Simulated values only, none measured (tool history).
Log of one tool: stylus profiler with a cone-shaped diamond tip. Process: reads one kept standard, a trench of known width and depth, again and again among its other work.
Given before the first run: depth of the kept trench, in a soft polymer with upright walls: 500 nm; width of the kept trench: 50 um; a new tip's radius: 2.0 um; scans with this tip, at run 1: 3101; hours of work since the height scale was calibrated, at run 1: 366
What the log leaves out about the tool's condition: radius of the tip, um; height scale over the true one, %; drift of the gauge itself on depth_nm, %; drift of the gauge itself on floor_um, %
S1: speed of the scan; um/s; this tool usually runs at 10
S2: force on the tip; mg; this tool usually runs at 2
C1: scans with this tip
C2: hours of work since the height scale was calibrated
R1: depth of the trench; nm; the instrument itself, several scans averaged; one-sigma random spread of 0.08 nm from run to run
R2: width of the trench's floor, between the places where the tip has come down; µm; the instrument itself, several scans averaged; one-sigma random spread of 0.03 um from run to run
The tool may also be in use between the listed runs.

| run | hour | S1 | S2 | C1 | C2 | R1 | R2 |
|---|---|---|---|---|---|---|---|
| 1 | 0 | 10 | 2 | 3101 | 366 | 504.29 | 47.11 |
| 2 | 26.9 | 10 | 2 | 3279 | 387 | 504.46 | 47.04 |
| 3 | 58.9 | 10 | 2 | 3491 | 412 | 504.15 | 47.11 |
| 4 | 81.1 | 26 | 2 | 3638 | 429 | 504.32 | 47 |
| 5 | 107.7 | 26 | 2 | 3814 | 450 | 504.24 | 47.06 |
| 6 | 155.2 | 26 | 2 | 4129 | 487 | 504.12 | 47.02 |
| 7 | 179.7 | 26 | 2 | 4291 | 506 | 504.44 | 46.94 |
| 8 | 224.9 | 26 | 2 | 4590 | 541 | 504.26 | 46.95 |
| 9 | 272.8 | 10 | 2 | 4907 | 578 | 504.21 | 46.95 |
| 10 | 318.1 | 10 | 3.38 | 5207 | 614 | 506.12 | 46.9 |
| 11 | 360.1 | 9 | 3.38 | 5485 | 647 | 506.1 | 46.87 |
| 12 | 406.7 | 10 | 2 | 5794 | 683 | 504.12 | 46.92 |
| 13 | 428.1 | 10 | 2 | 5935 | 700 | 504.16 | 46.93 |
| 14 | 473.7 | 10 | 2 | 6237 | 735 | 504.03 | 46.86 |
| 15 | 513.3 | 10 | 2 | 6499 | 766 | 504.13 | 46.79 |
| 16 | 534.7 | 10 | 2 | 6641 | 783 | 504.12 | 46.84 |
| 17 | 567 | 10 | 3.23 | 6855 | 808 | 505.75 | 46.84 |
| 18 | 610.8 | 8 | 2 | 7145 | 842 | 504.14 | 46.75 |
| 19 | 646.1 | 11 | 2 | 7379 | 870 | 504.06 | 46.77 |
| 20 | 693.9 | 11 | 2 | 7695 | 907 | 504.04 | 46.71 |
| 21 | 730.1 | 11 | 2 | 7935 | 935 | 503.95 | 46.69 |
| 22 | 751.6 | 11 | 2 | 8077 | 952 | 504 | 46.72 |
| 23 | 779.9 | 11 | 2 | 8264 | 974 | 503.92 | 46.73 |
| 24 | 822.8 | 11 | 2 | 8548 | 1008 | 503.92 | 46.67 |
| 25 | 847.9 | 11 | 2 | 8714 | 1027 | 503.86 | 46.72 |
| 26 | 888.5 | 14 | 4.85 | 8983 | 1059 | 507.79 | 46.67 |
| 27 | 911.4 | 14 | 4.85 | 9135 | 1077 | 507.62 | 46.64 |
| 28 | 959.5 | 11 | 1.08 | 9454 | 1114 | 502.34 | 46.58 |
| 29 | 993.6 | 25 | 4.21 | 9679 | 1141 | 506.81 | 46.64 |
| 30 | 1041.4 | 25 | 4.21 | 9996 | 1178 | 506.78 | 46.57 |
| 31 | 1070.1 | 7 | 0.7 | 10186 | 1201 | 501.69 | 46.57 |
| 32 | 1105.5 | 5 | 1.69 | 10420 | 1228 | 503.22 | 46.57 |
| 33 | 1147 | 4 | 1.14 | 10695 | 1261 | 502.39 | 46.55 |
| 34 | 1177.3 | 21 | 3.04 | 10895 | 1284 | 505.33 | 46.48 |
| 35 | 1204.5 | 16 | 1.79 | 11076 | 1306 | 503.45 | 46.45 |
| 36 | 1251.1 | 4 | 1.64 | 11384 | 1342 | 503.26 | 46.51 |
| 37 | 1278.5 | 4 | 1.64 | 11565 | 1363 | 503.14 | 46.43 |
| 38 | 1304.9 | 4 | 1.64 | 11741 | 1384 | 503.08 | 46.52 |
| 39 | 1326.7 | 4 | 0.69 | 11885 | 1401 | 501.29 | 46.48 |
| 40 | 1361.6 | 4 | 0.69 | 12116 | 1428 | 501.32 | 46.42 |
| 41 | 1402.8 | 30 | 3.84 | 12389 | 1460 | 506.16 | 46.34 |
| 42 | 1438.5 | 6 | 3.94 | 12625 | 1488 | 506.28 | 46.4 |
| 43 | 1480.4 | 12 | 4.19 | 12903 | 1521 | 506.66 | 46.4 |
| 44 | 1509 | 10 | 4.31 | 13092 | 1543 | 506.69 | 46.3 |
| 45 | 1530.2 | 10 | 4.31 | 13232 | 1560 | 506.92 | 46.36 |
| 46 | 1554.3 | 10 | 4.31 | 13392 | 1579 | 506.64 | 46.31 |

4 ways to go on from here, each from the tool as it stands after run 46. What would each give?
| A | 1582.8 | 10 | 2.15 | 13581 | 1601 | ? | ? |
| B | 1582.8 | 12 | 2.06 | 13581 | 1601 | ? | ? |
| C | 1582.8 | 4 | 0.82 | 13581 | 1601 | ? | ? |
| D | 1582.8 | 8 | 1.38 | 13581 | 1601 | ? | ? |

| run | R1 | R2 |
|---|---|---|
| A | 503.63 | 46.32 |
| B | 503.64 | 46.36 |
| C | 501.55 | 46.33 |
| D | 502.52 | 46.37 |
With no hidden state in the tool, these same runs would have given:
| run | R1 | R2 |
|---|---|---|
| A | 504.72 | 47.32 |
| B | 504.73 | 47.35 |
| C | 502.64 | 47.33 |
| D | 503.61 | 47.36 |
